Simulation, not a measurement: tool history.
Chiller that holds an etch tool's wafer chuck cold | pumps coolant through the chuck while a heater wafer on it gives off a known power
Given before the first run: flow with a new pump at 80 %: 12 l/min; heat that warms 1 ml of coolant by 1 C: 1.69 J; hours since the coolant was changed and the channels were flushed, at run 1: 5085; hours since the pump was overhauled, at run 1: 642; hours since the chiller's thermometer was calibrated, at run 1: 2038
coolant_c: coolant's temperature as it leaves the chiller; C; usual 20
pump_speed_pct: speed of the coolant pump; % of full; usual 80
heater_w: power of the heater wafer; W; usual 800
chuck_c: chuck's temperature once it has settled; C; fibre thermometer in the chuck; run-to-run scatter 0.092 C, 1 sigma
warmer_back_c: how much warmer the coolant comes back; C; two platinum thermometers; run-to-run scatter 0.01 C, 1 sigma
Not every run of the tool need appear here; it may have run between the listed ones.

run,day,coolant_c,pump_speed_pct,heater_w,hours since the coolant was changed and the channels were flushed,hours since the pump was overhauled,hours since the chiller's thermometer was calibrated,chuck_c,warmer_back_c
1,0,20,80,800,5085,642,2038,31.31,2.4
2,2.912,20,80,800,5155,711,2108,31.47,2.38
3,6.875,23,80,800,5250,807,2203,34.34,2.38
4,10.438,20,63,800,5335,892,2289,33.07,3.15
5,14.279,20,63,800,5428,984,2381,33.01,3.12
6,16.567,20,63,800,5483,1039,2436,33.13,3.13
7,18.283,20,63,800,5524,1080,2477,33.19,3.13
8,21.533,20,63,800,5602,1158,2555,33.15,3.13
9,24.325,20,63,800,5669,1225,2622,33.26,3.13
10,27.925,20,80,800,5755,1312,2708,31.56,2.41
11,31.038,20,80,800,5830,1387,2783,31.54,2.42
12,34.179,20,80,800,5905,1462,2858,31.56,2.42
# day 37.258: coolant changed, channels flushed
13,37.404,20,80,1039,3,1533,2930,32.74,3.14
# day 39.383: chiller's thermometer calibrated
14,40.221,20,80,800,70,1600,20,29.73,2.41
15,42.454,20,80,800,124,1653,74,29.88,2.4
16,45.658,20,80,800,201,1730,151,30.02,2.41
17,49.296,20,80,800,288,1818,238,29.74,2.44
18,52.25,20,61,800,359,1889,309,31.59,3.26
19,55.65,20,61,800,440,1970,390,31.67,3.27
20,58.108,25,98,466,499,2029,449,30.32,1.1
21,62.012,25,98,466,593,2123,543,30.16,1.12
22,65.883,28,89,865,686,2216,636,38.23,2.32
23,67.892,20,83,749,734,2264,684,29.11,2.18
24,71.392,20,83,749,818,2348,768,29.33,2.19
25,75.192,13,93,749,909,2439,859,21.57,1.93
26,78.967,15,96,749,1000,2530,950,23.5,1.85
27,81.988,19,63,477,1072,2602,1022,25.92,1.88
28,85.733,10,80,727,1162,2692,1112,19.23,2.21
29,88.479,17,80,429,1228,2758,1178,22.53,1.32
30,91.242,15,61,884,1295,2824,1245,28.17,3.65
31,93.712,15,99,462,1354,2884,1304,20.57,1.12

Forecast each of these 5 alternatives for the next run:
A,95.446,28,73,827,1395,2925,1345,?,?
B,95.446,26,78,547,1395,2925,1345,?,?
C,95.446,11,71,800,1395,2925,1345,?,?
D,95.446,28,99,462,1395,2925,1345,?,?
E,95.446,18,99,649,1395,2925,1345,?,?

run,chuck_c,warmer_back_c
A,39.22,2.77
B,33.18,1.7
C,21.97,2.79
D,33.32,1.08
E,25.5,1.55
Stripped of hidden state, with their random variation kept, the same runs would have yielded:
run,chuck_c,warmer_back_c
A,38.47,2.68
B,32.65,1.64
C,21.23,2.7
D,32.89,1.05
E,24.95,1.5
